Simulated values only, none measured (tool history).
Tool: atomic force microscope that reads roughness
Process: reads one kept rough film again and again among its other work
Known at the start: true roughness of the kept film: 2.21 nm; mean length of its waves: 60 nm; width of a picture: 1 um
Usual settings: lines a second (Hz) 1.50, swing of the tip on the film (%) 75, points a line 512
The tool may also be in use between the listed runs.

run	day	lines a second (Hz)	swing of the tip on the film (%)	points a line	roughness of the kept film (nm (root mean square))
1	0.000	1.50	75	512	1.828
# day 0.292: new tip fitted
2	0.408	1.50	75	512	1.988
3	1.138	1.50	75	512	1.976
4	1.717	1.50	75	512	1.978
5	2.150	1.50	75	512	1.942
6	2.471	1.50	75	512	1.951
7	3.150	1.50	75	512	1.941
8	3.504	1.50	75	747	1.952
9	3.921	1.50	75	747	1.917
10	4.296	1.50	75	747	1.928
11	4.846	1.50	75	747	1.916
12	5.267	1.50	75	769	1.915
13	5.938	1.50	67	769	1.948
14	6.646	1.50	67	769	1.949
15	7.242	1.50	67	769	1.932
16	7.892	0.99	67	769	1.970
17	8.304	0.99	67	769	1.941
18	8.933	0.99	67	769	1.952
19	9.321	1.50	75	676	1.851
20	9.946	1.50	75	676	1.838
21	10.588	1.50	75	921	1.826
22	11.046	1.85	75	921	1.791
23	11.746	1.85	75	921	1.781
# day 11.958: new tip fitted
24	12.150	1.50	75	512	1.981
25	12.542	1.50	75	512	1.971
26	13.233	1.79	75	512	1.944
27	13.733	0.52	79	724	2.052
28	14.358	1.44	78	626	1.925
29	15.062	1.50	75	273	1.928
30	15.696	2.37	84	512	1.734
31	16.008	0.65	58	385	2.070
32	16.529	0.65	58	385	2.040
33	17.046	1.50	75	431	1.909
34	17.550	1.07	83	349	1.893
35	18.017	1.07	83	349	1.877
36	18.667	0.56	64	512	1.997
37	19.079	2.72	81	620	1.682
38	19.579	2.72	81	620	1.670
39	20.150	2.72	79	266	1.700
40	20.546	2.72	79	266	1.678
41	21.267	1.15	63	674	1.928
42	21.608	3.54	74	611	1.672
43	22.312	3.54	76	611	1.643
44	22.875	2.54	83	618	1.625
45	23.212	2.54	83	618	1.624
# day 23.608: new tip fitted
46	23.792	0.57	86	681	2.013
47	24.479	2.60	86	429	1.709
48	24.817	1.56	75	332	1.969
49	25.471	1.50	69	597	1.998
50	26.142	1.50	69	597	1.979
51	26.667	1.50	69	597	1.977
52	27.058	1.50	69	597	1.971

3 ways to go on from here, each from the tool as it stands after run 52. What would each give?
A	27.729	1.18	69	531	?
B	27.729	0.80	89	258	?
C	27.729	3.96	88	267	?

run	roughness of the kept film (nm (root mean square))
A	1.998
B	1.905
C	1.460
Without the tool's hidden state the same runs would have given:
run	roughness of the kept film (nm (root mean square))
A	2.073
B	1.976
C	1.514
